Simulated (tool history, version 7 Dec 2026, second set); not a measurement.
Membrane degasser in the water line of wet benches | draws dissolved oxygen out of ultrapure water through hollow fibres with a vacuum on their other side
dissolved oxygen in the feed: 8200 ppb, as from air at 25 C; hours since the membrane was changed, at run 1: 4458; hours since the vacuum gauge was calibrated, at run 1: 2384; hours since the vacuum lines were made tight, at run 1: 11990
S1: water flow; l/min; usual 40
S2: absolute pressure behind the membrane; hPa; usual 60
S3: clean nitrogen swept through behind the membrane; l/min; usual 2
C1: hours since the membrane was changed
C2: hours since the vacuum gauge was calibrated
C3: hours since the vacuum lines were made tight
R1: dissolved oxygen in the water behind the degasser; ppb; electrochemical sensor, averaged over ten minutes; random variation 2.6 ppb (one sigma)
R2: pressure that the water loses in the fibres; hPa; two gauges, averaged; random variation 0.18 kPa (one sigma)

run	hour	S1	S2	S3	C1	C2	C3	R1	R2
1	0	40	60	2	4458	2384	11990	354.4	647.2
2	291.3	40	60	2	4750	2675	12281	349.9	645.7
3	483.5	40	60	2	4942	2868	12473	355.5	644.8
4	769.8	40	60	2	5228	3154	12760	357.8	640.9
5	1115.7	40	65.1	2	5574	3500	13106	375.5	645.8
6	1285.7	40	65.1	2	5744	3670	13276	379.1	642.8
7	1431.3	40	122.1	2	5890	3815	13421	598.1	644.4
8	1765.5	40	40.8	2	6224	4150	13755	275.8	643.2
9	2114.7	40	40.8	2	6573	4499	14105	278.2	642.2
10	2436.3	40	40.8	2	6895	4821	14426	280.2	641.7
# hour 2527.3: seals of the vacuum lines changed
11	2688.8	40	60	2	7145	5071	161	355.1	640.4
12	3034.7	40	60	2	7491	5417	507	361.2	641.6
13	3223.4	40	60	2	7680	5606	696	353.6	636.1
14	3549.8	40	60	2	8006	5932	1022	356.3	637.8
15	3778.1	40	60	2	8234	6160	1251	359.7	640.3
16	3957.3	40	60	2	8414	6340	1430	358.7	638.6
17	4259.3	40	60	2	8716	6642	1732	355.7	638.9
18	4427.5	40	60	2	8884	6810	1900	358.2	635.5
19	4617.7	45	135.2	2	9074	7000	2090	779.8	715.4
20	4960.8	33	89.3	2.46	9417	7343	2433	295.1	523.1
21	5259.1	33	123.5	0.93	9715	7641	2732	731.4	524.4
22	5545.8	33	52.8	2.77	10002	7928	3018	177.8	524
# hour 5682.1: vacuum gauge calibrated
23	5813.7	58	92.7	0.86	10270	132	3286	1243.5	915.3
24	5958.2	25	48.3	3.13	10414	276	3430	68.8	397.4
25	6164.9	39	48.3	1.78	10621	483	3637	297.4	616.9
26	6447.7	37	41.2	0.87	10903	766	3920	260.8	583.7
27	6780.3	42	55.4	4.48	11236	1098	4252	328.8	666.9
28	6968	42	138.6	3.57	11424	1286	4440	539.4	664.2
29	7134.2	29	60	5.4	11590	1452	4606	110.1	458.9
30	7314.8	40	46.3	5.68	11771	1633	4787	262.9	632.5
31	7648.3	40	53.8	1.79	12104	1966	5120	341.2	631.7
32	7952.4	30	67.9	3.08	12408	2270	5425	165.7	473.9
33	8244	40	37.1	5.3	12700	2562	5716	251.3	631.2

Some steps in R2 between neighbouring runs. How much of each would the tool show without its hidden state too (settings, what came in, random variation), and how much is left for the hidden state, with any gauge scatter that isn't in both results?
The hidden state here: membrane still open, %; true pressure behind the membrane over the reading, kPa; air that leaks in behind the membrane, l/min; drift of the gauge itself on oxygen_ppb, %; drift of the gauge itself on loss_of_pressure_kpa, %.
Run 22 -> 23: S1 33 -> 58, S2 52.8 -> 92.7, S3 2.77 -> 0.86, vacuum gauge calibrated. R2 +391.3 hPa: hidden state -7, all else +398.3.
Run 23 -> 24: S1 58 -> 25, S2 92.7 -> 48.3, S3 0.86 -> 3.13. R2 -517.9 hPa: hidden state +8.5, all else -526.4.
Run 24 -> 25: S1 25 -> 39, S3 3.13 -> 1.78. R2 +219.5 hPa: hidden state -4.2, all else +223.7.

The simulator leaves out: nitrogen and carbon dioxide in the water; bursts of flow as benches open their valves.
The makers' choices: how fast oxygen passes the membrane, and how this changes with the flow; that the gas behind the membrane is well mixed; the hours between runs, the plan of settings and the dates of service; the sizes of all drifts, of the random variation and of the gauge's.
